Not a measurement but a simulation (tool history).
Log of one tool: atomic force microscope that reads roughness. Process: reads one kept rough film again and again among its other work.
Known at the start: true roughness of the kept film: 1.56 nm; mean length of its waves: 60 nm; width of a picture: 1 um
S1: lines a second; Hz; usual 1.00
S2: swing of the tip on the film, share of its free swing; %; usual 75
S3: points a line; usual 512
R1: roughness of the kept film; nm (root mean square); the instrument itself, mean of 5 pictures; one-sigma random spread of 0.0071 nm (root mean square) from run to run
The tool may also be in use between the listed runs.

run 1 hour=0.0 | S1=1.00 S2=75 S3=512 | R1=1.453
-- hour=18.4 new tip fitted
run 2 hour=39.1 | S1=1.00 S2=75 S3=512 | R1=1.457
run 3 hour=83.1 | S1=1.00 S2=75 S3=512 | R1=1.473
run 4 hour=126.6 | S1=1.00 S2=75 S3=512 | R1=1.459
run 5 hour=149.7 | S1=1.00 S2=75 S3=512 | R1=1.482
run 6 hour=196.7 | S1=1.00 S2=61 S3=512 | R1=1.505
run 7 hour=226.1 | S1=1.00 S2=61 S3=512 | R1=1.515
run 8 hour=268.5 | S1=2.67 S2=75 S3=512 | R1=1.359
-- hour=286.6 new tip fitted
run 9 hour=308.6 | S1=2.67 S2=75 S3=512 | R1=1.383
run 10 hour=344.8 | S1=1.00 S2=87 S3=512 | R1=1.413
run 11 hour=373.7 | S1=1.00 S2=87 S3=512 | R1=1.429
run 12 hour=416.9 | S1=1.00 S2=87 S3=512 | R1=1.436
run 13 hour=448.4 | S1=1.00 S2=75 S3=512 | R1=1.462
run 14 hour=488.4 | S1=1.00 S2=75 S3=512 | R1=1.468
run 15 hour=514.1 | S1=1.00 S2=75 S3=512 | R1=1.480
run 16 hour=539.0 | S1=1.00 S2=75 S3=512 | R1=1.468
-- hour=554.3 new tip fitted
run 17 hour=565.0 | S1=1.00 S2=75 S3=512 | R1=1.465
run 18 hour=593.7 | S1=1.00 S2=75 S3=512 | R1=1.470
run 19 hour=615.3 | S1=1.00 S2=75 S3=512 | R1=1.470
run 20 hour=647.8 | S1=1.00 S2=75 S3=512 | R1=1.469
run 21 hour=689.8 | S1=1.00 S2=75 S3=512 | R1=1.469
run 22 hour=717.9 | S1=1.00 S2=75 S3=512 | R1=1.478
run 23 hour=746.8 | S1=1.00 S2=75 S3=512 | R1=1.471
run 24 hour=779.5 | S1=1.00 S2=64 S3=512 | R1=1.511
-- hour=823.6 new tip fitted
run 25 hour=830.1 | S1=1.00 S2=64 S3=512 | R1=1.488
run 26 hour=879.5 | S1=1.00 S2=75 S3=512 | R1=1.464
run 27 hour=916.1 | S1=1.00 S2=75 S3=842 | R1=1.480
run 28 hour=952.1 | S1=1.00 S2=75 S3=506 | R1=1.461
run 29 hour=985.9 | S1=3.72 S2=63 S3=420 | R1=1.409
run 30 hour=1023.3 | S1=1.00 S2=68 S3=880 | R1=1.498
run 31 hour=1051.4 | S1=1.00 S2=68 S3=880 | R1=1.496
run 32 hour=1082.7 | S1=2.88 S2=58 S3=441 | R1=1.477
-- hour=1091.9 new tip fitted
run 33 hour=1127.6 | S1=1.00 S2=61 S3=492 | R1=1.523
run 34 hour=1166.8 | S1=1.00 S2=61 S3=492 | R1=1.509
run 35 hour=1203.8 | S1=1.00 S2=61 S3=492 | R1=1.516
run 36 hour=1234.3 | S1=2.59 S2=74 S3=653 | R1=1.387
run 37 hour=1259.6 | S1=1.92 S2=56 S3=653 | R1=1.481
run 38 hour=1311.0 | S1=1.92 S2=56 S3=653 | R1=1.501
run 39 hour=1348.8 | S1=1.92 S2=56 S3=653 | R1=1.505
-- hour=1362.2 new tip fitted
run 40 hour=1397.1 | S1=1.00 S2=82 S3=394 | R1=1.452
run 41 hour=1426.4 | S1=3.51 S2=69 S3=512 | R1=1.375
run 42 hour=1468.2 | S1=3.51 S2=69 S3=512 | R1=1.373
run 43 hour=1507.9 | S1=1.27 S2=88 S3=915 | R1=1.394
run 44 hour=1534.8 | S1=1.27 S2=88 S3=915 | R1=1.379
run 45 hour=1567.1 | S1=2.86 S2=86 S3=915 | R1=1.249
run 46 hour=1617.2 | S1=2.86 S2=86 S3=915 | R1=1.262
-- hour=1631.3 new tip fitted
run 47 hour=1650.7 | S1=2.37 S2=64 S3=852 | R1=1.454
run 48 hour=1678.4 | S1=0.60 S2=58 S3=821 | R1=1.535
run 49 hour=1714.8 | S1=0.60 S2=58 S3=821 | R1=1.523
run 50 hour=1737.7 | S1=2.15 S2=62 S3=277 | R1=1.479
run 51 hour=1775.9 | S1=1.30 S2=75 S3=315 | R1=1.457

Below are 4 alternative next runs, each starting from the tool's condition after run 51. Predict each:
run A hour=1806.4 | S1=3.59 S2=63 S3=871 | R1=?
run B hour=1806.4 | S1=1.30 S2=75 S3=572 | R1=?
run C hour=1806.4 | S1=1.00 S2=75 S3=678 | R1=?
run D hour=1806.4 | S1=0.66 S2=73 S3=315 | R1=?

run=A R1=1.426
run=B R1=1.461
run=C R1=1.468
run=D R1=1.494
Had the tool no hidden state, the same runs would have come out as:
run=A R1=1.428
run=B R1=1.463
run=C R1=1.469
run=D R1=1.496
